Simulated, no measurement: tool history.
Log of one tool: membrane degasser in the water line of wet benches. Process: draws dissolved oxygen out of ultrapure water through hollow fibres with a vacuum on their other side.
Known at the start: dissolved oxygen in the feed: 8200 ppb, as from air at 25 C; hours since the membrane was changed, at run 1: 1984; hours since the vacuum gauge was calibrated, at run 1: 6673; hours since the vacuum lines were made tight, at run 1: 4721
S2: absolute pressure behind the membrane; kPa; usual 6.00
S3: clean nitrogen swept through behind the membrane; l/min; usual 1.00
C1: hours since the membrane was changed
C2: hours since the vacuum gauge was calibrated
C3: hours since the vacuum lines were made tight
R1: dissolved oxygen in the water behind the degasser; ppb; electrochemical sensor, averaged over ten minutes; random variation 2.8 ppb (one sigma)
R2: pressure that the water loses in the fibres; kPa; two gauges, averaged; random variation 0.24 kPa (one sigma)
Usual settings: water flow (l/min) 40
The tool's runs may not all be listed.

Run 1, hour 0.0: usual settings; C1 1984; C2 6673; C3 4721. Result: R1 274.4 ppb, R2 61.71 kPa.
Run 2, hour 33.9: usual settings but S3 2.17 l/min; C1 2018; C2 6707; C3 4755. Result: R1 171.2 ppb, R2 62.26 kPa.
Run 3, hour 69.6: usual settings but S3 2.17 l/min; C1 2053; C2 6743; C3 4790. Result: R1 170.5 ppb, R2 61.90 kPa.
Run 4, hour 130.4: usual settings but water flow (l/min) 52; C1 2114; C2 6804; C3 4851. Result: R1 368.0 ppb, R2 80.26 kPa.
Run 5, hour 160.7: usual settings but water flow (l/min) 52, S2 14.67 kPa; C1 2145; C2 6834; C3 4881. Result: R1 1102.4 ppb, R2 80.34 kPa.
Run 6, hour 198.9: usual settings but water flow (l/min) 52, S2 14.67 kPa; C1 2183; C2 6872; C3 4920. Result: R1 1093.7 ppb, R2 80.41 kPa.
Run 7, hour 257.9: usual settings but S2 12.92 kPa; C1 2242; C2 6931; C3 4979. Result: R1 767.0 ppb, R2 61.53 kPa.
Run 8, hour 283.4: usual settings but water flow (l/min) 45; C1 2267; C2 6957; C3 5004. Result: R1 309.6 ppb, R2 69.07 kPa.
Run 9, hour 318.4: usual settings but water flow (l/min) 45; C1 2302; C2 6992; C3 5039. Result: R1 314.1 ppb, R2 69.12 kPa.
Run 10, hour 357.3: usual settings but water flow (l/min) 45; C1 2341; C2 7030; C3 5078. Result: R1 309.0 ppb, R2 69.08 kPa.
Run 11, hour 413.7: usual settings but water flow (l/min) 37; C1 2398; C2 7087; C3 5134. Result: R1 257.9 ppb, R2 56.91 kPa.
Run 12, hour 472.3: usual settings but water flow (l/min) 37; C1 2456; C2 7146; C3 5193. Result: R1 253.9 ppb, R2 56.74 kPa.
Run 13, hour 518.3: usual settings but water flow (l/min) 37; C1 2502; C2 7192; C3 5239. Result: R1 254.1 ppb, R2 56.88 kPa.
Run 14, hour 567.5: usual settings but water flow (l/min) 37; C1 2551; C2 7241; C3 5288. Result: R1 248.8 ppb, R2 56.41 kPa.
At hour 570.1: gauge calibrated.
Run 15, hour 604.6: usual settings but water flow (l/min) 37, S2 4.53 kPa; C1 2588; C2 7278; C3 5325. Result: R1 146.1 ppb, R2 57.47 kPa.
Run 16, hour 650.8: usual settings but water flow (l/min) 37, S2 4.53 kPa; C1 2635; C2 7324; C3 5372. Result: R1 143.3 ppb, R2 57.11 kPa.
Run 17, hour 695.2: usual settings but water flow (l/min) 37, S2 4.53 kPa; C1 2679; C2 7368; C3 5416. Result: R1 145.8 ppb, R2 56.96 kPa.
Run 18, hour 721.2: usual settings but water flow (l/min) 37, S2 4.53 kPa, S3 0.97 l/min; C1 2705; C2 7394; C3 5442. Result: R1 147.7 ppb, R2 57.07 kPa.
Run 19, hour 770.0: usual settings but water flow (l/min) 54, S2 9.84 kPa, S3 1.07 l/min; C1 2754; C2 7443; C3 5491. Result: R1 703.8 ppb, R2 83.18 kPa.
Run 20, hour 822.7: usual settings but water flow (l/min) 54, S2 9.84 kPa, S3 1.07 l/min; C1 2807; C2 7496; C3 5543. Result: R1 703.0 ppb, R2 83.05 kPa.
Run 21, hour 875.5: usual settings but water flow (l/min) 54, S2 13.12 kPa, S3 0.57 l/min; C1 2859; C2 7549; C3 5596. Result: R1 1422.8 ppb, R2 83.04 kPa.
Run 22, hour 918.9: usual settings but water flow (l/min) 54, S2 13.12 kPa, S3 0.57 l/min; C1 2903; C2 7592; C3 5640. Result: R1 1397.3 ppb, R2 82.70 kPa.
Run 23, hour 944.8: usual settings but water flow (l/min) 54, S2 13.12 kPa, S3 0.57 l/min; C1 2929; C2 7618; C3 5666. Result: R1 1414.1 ppb, R2 83.18 kPa.
Run 24, hour 983.7: usual settings but water flow (l/min) 54, S2 13.12 kPa, S3 0.57 l/min; C1 2968; C2 7657; C3 5704. Result: R1 1399.5 ppb, R2 83.21 kPa.
Run 25, hour 1023.6: usual settings but water flow (l/min) 54, S2 13.12 kPa, S3 0.57 l/min; C1 3007; C2 7697; C3 5744. Result: R1 1420.4 ppb, R2 82.40 kPa.
Run 26, hour 1075.4: usual settings but water flow (l/min) 54, S2 13.12 kPa, S3 0.57 l/min; C1 3059; C2 7749; C3 5796. Result: R1 1392.5 ppb, R2 82.83 kPa.
Run 27, hour 1126.3: usual settings but water flow (l/min) 46, S2 7.05 kPa, S3 0.57 l/min; C1 3110; C2 7800; C3 5847. Result: R1 557.8 ppb, R2 69.93 kPa.
Run 28, hour 1180.0: usual settings but water flow (l/min) 36, S2 10.63 kPa, S3 2.80 l/min; C1 3164; C2 7853; C3 5901. Result: R1 255.4 ppb, R2 54.52 kPa.
Run 29, hour 1208.6: usual settings but water flow (l/min) 49, S2 7.74 kPa, S3 1.56 l/min; C1 3192; C2 7882; C3 5929. Result: R1 370.5 ppb, R2 73.95 kPa.
Run 30, hour 1242.2: usual settings but water flow (l/min) 49, S2 11.26 kPa, S3 0.68 l/min; C1 3226; C2 7915; C3 5963. Result: R1 1011.8 ppb, R2 74.61 kPa.
Run 31, hour 1279.4: usual settings but water flow (l/min) 49, S2 13.83 kPa, S3 0.68 l/min; C1 3263; C2 7953; C3 6000. Result: R1 1250.4 ppb, R2 74.18 kPa.
Run 32, hour 1333.4: usual settings but water flow (l/min) 49, S2 13.83 kPa, S3 0.68 l/min; C1 3317; C2 8007; C3 6054. Result: R1 1256.2 ppb, R2 73.79 kPa.

4 ways to go on from here, each from the tool as it stands after run 32. What would each give?
Run A, hour 1393.6: usual settings but water flow (l/min) 58, S2 11.00 kPa; C1 3377; C2 8067; C3 6114. Result: R1 ?, R2 ?.
Run B, hour 1393.6: usual settings but water flow (l/min) 62, S2 5.50 kPa, S3 0.53 l/min; C1 3377; C2 8067; C3 6114. Result: R1 ?, R2 ?.
Run C, hour 1393.6: usual settings but water flow (l/min) 48, S2 12.06 kPa, S3 0.49 l/min; C1 3377; C2 8067; C3 6114. Result: R1 ?, R2 ?.
Run D, hour 1393.6: usual settings but water flow (l/min) 42, S2 13.83 kPa, S3 0.68 l/min; C1 3377; C2 8067; C3 6114. Result: R1 ?, R2 ?.

run      R1     R2
  A   883.6  87.12
  B   524.6  93.15
  C  1283.3  72.21
  D  1123.9  63.37
Without the tool's hidden state the same runs would have given:
run      R1     R2
  A   883.5  89.91
  B   524.4  96.14
  C  1283.2  74.52
  D  1123.8  65.40
